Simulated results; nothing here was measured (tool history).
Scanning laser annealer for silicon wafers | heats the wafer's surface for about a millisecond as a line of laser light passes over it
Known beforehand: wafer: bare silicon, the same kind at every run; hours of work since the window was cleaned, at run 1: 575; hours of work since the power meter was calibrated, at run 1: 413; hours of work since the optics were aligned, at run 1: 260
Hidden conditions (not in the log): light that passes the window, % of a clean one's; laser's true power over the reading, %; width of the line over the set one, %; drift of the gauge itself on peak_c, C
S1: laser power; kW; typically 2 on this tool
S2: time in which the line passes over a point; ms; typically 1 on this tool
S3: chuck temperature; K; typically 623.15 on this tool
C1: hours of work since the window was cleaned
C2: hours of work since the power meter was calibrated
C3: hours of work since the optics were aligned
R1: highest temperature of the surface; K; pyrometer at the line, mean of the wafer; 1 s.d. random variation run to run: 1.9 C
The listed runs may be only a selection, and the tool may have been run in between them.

run	hour	S1	S2	S3	C1	C2	C3	R1
1	0	2	1	623.15	575	413	260	1419.15
2	73.2	2	1	623.15	625	463	310	1417.15
3	131.3	2.186	1	623.15	664	502	349	1499.15
# hour 214.4: window over the wafer cleaned
4	220.4	2	1	621.15	4	561	408	1449.15
5	262.6	2	1	621.15	33	590	437	1446.15
6	335.9	1.85	1	623.15	82	640	486	1378.15
7	418.5	1.776	1	623.15	138	696	542	1337.15
8	471.4	1.776	1	623.15	174	731	578	1338.15
# hour 483.2: optics aligned, line set to its width
9	516.1	1.776	1	623.15	201	758	22	1333.15
10	553.1	1.776	1	623.15	226	783	47	1333.15
11	641	1.776	1	623.15	286	843	107	1328.15
12	708.7	1.776	1	623.15	331	889	153	1325.15
# hour 761.5: optics aligned, line set to its width, once more
13	763	1.776	1	623.15	365	922	1	1328.15
14	824.5	1.899	1	621.15	406	964	43	1381.15
15	869.3	1.976	1.18	634.15	437	994	73	1510.15
16	932.2	2	0.96	623.15	479	1037	116	1406.15
17	980.7	2	0.96	623.15	512	1070	148	1409.15
18	1035.2	2.164	0.92	654.15	549	1107	185	1492.15
19	1099.8	2.164	0.92	654.15	593	1150	229	1489.15
20	1143.4	2.164	1.2	654.15	622	1180	259	1631.15
21	1205.4	2.142	1	642.15	665	1222	301	1502.15
22	1255.8	2	1.1	585.15	699	1256	335	1425.15
# hour 1283.8: window over the wafer cleaned
23	1305.6	2.134	1.1	613.15	15	1288	367	1571.15
24	1386.3	2	0.77	619.15	69	1343	422	1333.15

Each row is a separate what-if for the run after 24, all from the same tool condition, not one after another. Results?
A	1451.5	1.983	1	623.15	114	1387	466	?
B	1451.5	1.863	1.11	646.15	114	1387	466	?
C	1451.5	2.123	1	631.15	114	1387	466	?
D	1451.5	2	1.02	622.15	114	1387	466	?
E	1451.5	2.137	0.96	637.15	114	1387	466	?

run	R1
A	1442.15
B	1459.15
C	1521.15
D	1462.15
E	1513.15
Without the tool's hidden state the same runs would have given:
run	R1
A	1445.15
B	1462.15
C	1524.15
D	1465.15
E	1516.15
